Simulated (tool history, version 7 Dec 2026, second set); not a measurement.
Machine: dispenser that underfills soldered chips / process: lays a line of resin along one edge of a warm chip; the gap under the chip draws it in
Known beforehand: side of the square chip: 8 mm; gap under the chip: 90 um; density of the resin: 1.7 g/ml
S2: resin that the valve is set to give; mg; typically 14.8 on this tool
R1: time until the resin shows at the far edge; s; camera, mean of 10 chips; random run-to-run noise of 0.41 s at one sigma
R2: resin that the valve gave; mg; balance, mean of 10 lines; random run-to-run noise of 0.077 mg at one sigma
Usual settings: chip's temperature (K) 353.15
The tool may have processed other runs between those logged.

run 1 hour=0.0 | chip's_temperature_(K)=353.15 S2=14.8 | R1=50.3 R2=14.83
-- hour=6.5 new syringe of resin
run 2 hour=10.4 | chip's_temperature_(K)=353.15 S2=14.8 | R1=33.8 R2=14.82
run 3 hour=18.9 | chip's_temperature_(K)=353.15 S2=14.8 | R1=51.3 R2=14.69
-- hour=25.7 new syringe of resin
run 4 hour=26.0 | chip's_temperature_(K)=353.15 S2=14.8 | R1=28.0 R2=14.50
run 5 hour=34.9 | chip's_temperature_(K)=353.15 S2=14.8 | R1=44.0 R2=14.63
run 6 hour=43.6 | chip's_temperature_(K)=353.15 S2=14.8 | R1=65.7 R2=14.45
-- hour=44.7 new syringe of resin
run 7 hour=49.9 | chip's_temperature_(K)=353.15 S2=14.8 | R1=35.5 R2=14.39
run 8 hour=63.0 | chip's_temperature_(K)=353.15 S2=14.8 | R1=68.3 R2=14.28
-- hour=63.9 new syringe of resin
-- hour=69.4 dispensing valve cleaned and set on the balance
run 9 hour=73.3 | chip's_temperature_(K)=353.15 S2=14.8 | R1=42.1 R2=14.82
run 10 hour=80.4 | chip's_temperature_(K)=353.15 S2=14.8 | R1=59.6 R2=14.66
-- hour=83.7 new syringe of resin
run 11 hour=93.4 | chip's_temperature_(K)=349.15 S2=14.8 | R1=52.4 R2=14.54
-- hour=102.6 new syringe of resin
run 12 hour=103.3 | chip's_temperature_(K)=349.15 S2=14.8 | R1=34.0 R2=14.48
run 13 hour=114.0 | chip's_temperature_(K)=349.15 S2=14.8 | R1=57.1 R2=14.27
-- hour=121.9 new syringe of resin
run 14 hour=121.9 | chip's_temperature_(K)=349.15 S2=14.8 | R1=33.5 R2=14.43
run 15 hour=131.5 | chip's_temperature_(K)=353.15 S2=14.8 | R1=44.0 R2=14.29
-- hour=139.0 dispensing valve cleaned and set on the balance
-- hour=142.0 new syringe of resin
run 16 hour=145.2 | chip's_temperature_(K)=353.15 S2=14.8 | R1=32.7 R2=14.73
run 17 hour=158.2 | chip's_temperature_(K)=353.15 S2=14.8 | R1=59.3 R2=14.62
-- hour=161.6 new syringe of resin
run 18 hour=167.2 | chip's_temperature_(K)=353.15 S2=14.8 | R1=35.6 R2=14.57
run 19 hour=175.0 | chip's_temperature_(K)=367.15 S2=14.8 | R1=29.0 R2=14.45
-- hour=180.7 new syringe of resin
run 20 hour=186.4 | chip's_temperature_(K)=351.15 S2=16.2 | R1=40.9 R2=15.71
run 21 hour=195.7 | chip's_temperature_(K)=351.15 S2=16.2 | R1=63.3 R2=15.70
-- hour=200.1 new syringe of resin
run 22 hour=202.2 | chip's_temperature_(K)=351.15 S2=16.2 | R1=33.9 R2=15.42
-- hour=208.3 dispensing valve cleaned and set on the balance
run 23 hour=209.1 | chip's_temperature_(K)=347.15 S2=19.1 | R1=51.6 R2=19.24
run 24 hour=217.1 | chip's_temperature_(K)=338.15 S2=17.7 | R1=116.1 R2=17.61
-- hour=220.8 new syringe of resin
run 25 hour=230.5 | chip's_temperature_(K)=338.15 S2=17.7 | R1=85.3 R2=17.55
-- hour=240.1 new syringe of resin
run 26 hour=241.7 | chip's_temperature_(K)=338.15 S2=14.0 | R1=59.7 R2=13.71
run 27 hour=254.6 | chip's_temperature_(K)=338.15 S2=14.0 | R1=110.0 R2=13.62
-- hour=259.4 new syringe of resin
run 28 hour=268.6 | chip's_temperature_(K)=349.15 S2=13.8 | R1=52.6 R2=13.40
-- hour=277.8 dispensing valve cleaned and set on the balance
-- hour=279.6 new syringe of resin
run 29 hour=279.6 | chip's_temperature_(K)=367.15 S2=15.1 | R1=16.2 R2=15.09
run 30 hour=292.5 | chip's_temperature_(K)=339.15 S2=14.6 | R1=97.1 R2=14.45
-- hour=298.6 new syringe of resin
run 31 hour=298.8 | chip's_temperature_(K)=339.15 S2=14.6 | R1=52.0 R2=14.43
run 32 hour=305.8 | chip's_temperature_(K)=351.15 S2=15.4 | R1=42.0 R2=15.21
run 33 hour=315.9 | chip's_temperature_(K)=348.15 S2=15.0 | R1=77.6 R2=14.89
-- hour=317.3 new syringe of resin
run 34 hour=322.2 | chip's_temperature_(K)=348.15 S2=15.0 | R1=42.3 R2=14.47
run 35 hour=333.6 | chip's_temperature_(K)=363.15 S2=13.2 | R1=40.1 R2=12.86

Below are 4 alternative next runs, each starting from the tool's condition after run 35. Predict each:
-- hour=336.2 new syringe of resin
run A hour=343.1 | chip's_temperature_(K)=345.15 S2=15.3 | R1=? R2=?
-- hour=336.2 new syringe of resin
run B hour=343.1 | chip's_temperature_(K)=357.15 S2=16.8 | R1=? R2=?
-- hour=336.2 new syringe of resin
run C hour=343.1 | chip's_temperature_(K)=362.15 S2=14.0 | R1=? R2=?
-- hour=336.2 new syringe of resin
run D hour=343.1 | chip's_temperature_(K)=342.15 S2=13.0 | R1=? R2=?

run=A R1=53.3 R2=14.81
run=B R1=31.7 R2=16.11
run=C R1=26.1 R2=13.42
run=D R1=64.2 R2=12.62
Without the tool's hidden state the same runs would have given:
run=A R1=40.3 R2=15.37
run=B R1=24.1 R2=16.73
run=C R1=19.6 R2=13.94
run=D R1=48.5 R2=13.10
